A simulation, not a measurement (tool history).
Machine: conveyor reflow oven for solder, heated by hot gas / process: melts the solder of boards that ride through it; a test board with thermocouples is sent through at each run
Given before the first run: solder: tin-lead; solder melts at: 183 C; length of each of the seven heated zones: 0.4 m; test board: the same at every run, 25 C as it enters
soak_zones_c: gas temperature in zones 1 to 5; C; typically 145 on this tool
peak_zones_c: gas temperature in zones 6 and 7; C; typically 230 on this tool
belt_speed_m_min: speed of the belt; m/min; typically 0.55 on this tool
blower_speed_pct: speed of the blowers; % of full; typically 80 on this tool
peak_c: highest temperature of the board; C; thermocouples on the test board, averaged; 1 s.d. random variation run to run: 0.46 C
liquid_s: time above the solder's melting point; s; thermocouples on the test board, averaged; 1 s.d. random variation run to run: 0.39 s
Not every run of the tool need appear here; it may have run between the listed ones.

run   hour  soak_zones_c  peak_zones_c  belt_speed_m_min  blower_speed_pct  peak_c  liquid_s
  1      0           145           230              0.55                80   219.7      72.4
  2    9.3           145           230              0.55                80   220.2      72.8
  3   15.5           145           230              0.55                80   219.9      71.9
  4   25.3           145           230              0.55                80   219.8      72.4
  5   34.2           145           230              0.55                80   219.3      72.5
  6   39.1           145           230              0.55                80     220      73.1
  7   43.5           145           227              0.55                80   216.4      70.7
  8   49.5           145           227              0.55                55   214.3      66.1
  9   56.2           145           227              0.55                55   214.3        66
 10   61.2           145           230              0.55                80   220.3      72.3
 11     71           145           230              0.55                80   219.9      71.7
 12   75.1           139           230              0.55                80   219.3      68.7
 13   81.9           139           230              0.55                80   218.8      69.6
 14   88.5           148           245             0.562                56   229.7      78.1
 15   96.5           139           236             0.595                55   217.8      61.6
 16  104.8           139           236             0.595                55   218.4      61.1
 17  114.4           145           230             0.615                87   217.6      62.1
 18  122.6           145           230             0.615                87   217.6      62.9
 19  129.4           145           230             0.615                53   212.9      56.8
 20  137.4           145           221             0.615                66   208.4      52.4
 21  142.9           145           221             0.615                66   206.8      52.1
 22    149           145           221             0.615                66   206.7      52.4
 23  156.5           140           234             0.495                72   224.1      82.1
 24  164.2           145           243              0.55                80   231.7      79.5
 25  170.8           145           243              0.55                80   231.5      79.6

What would each run have given without the hidden state, its run-to-run variation left as it was?
What the log doesn't record here: heat that the gas passes to the board, % of a clean oven's; belt's true speed, % of the reading; true gas temperature in zones 6 and 7 over the reading, C; drift of the gauge itself on peak_c, C; drift of the gauge itself on liquid_s, %.
run  peak_c  liquid_s
  1   220.3      72.6
  2   220.9      73.1
  3   220.6      72.2
  4   220.6      72.7
  5   220.1      72.9
  6   220.8      73.5
  7   217.3      71.2
  8   215.2      66.6
  9   215.2      66.5
 10   221.3      72.7
 11   220.9      72.1
 12   220.4      69.3
 13   219.9      70.2
 14   230.8      78.4
 15   218.9      62.2
 16   219.5      61.8
 17   218.9      62.8
 18   218.9      63.6
 19   214.1      57.7
 20   209.7      53.7
 21   208.1      53.4
 22   208.1      53.7
 23   225.5      82.7
 24   233.3      79.8
 25   233.1      79.9
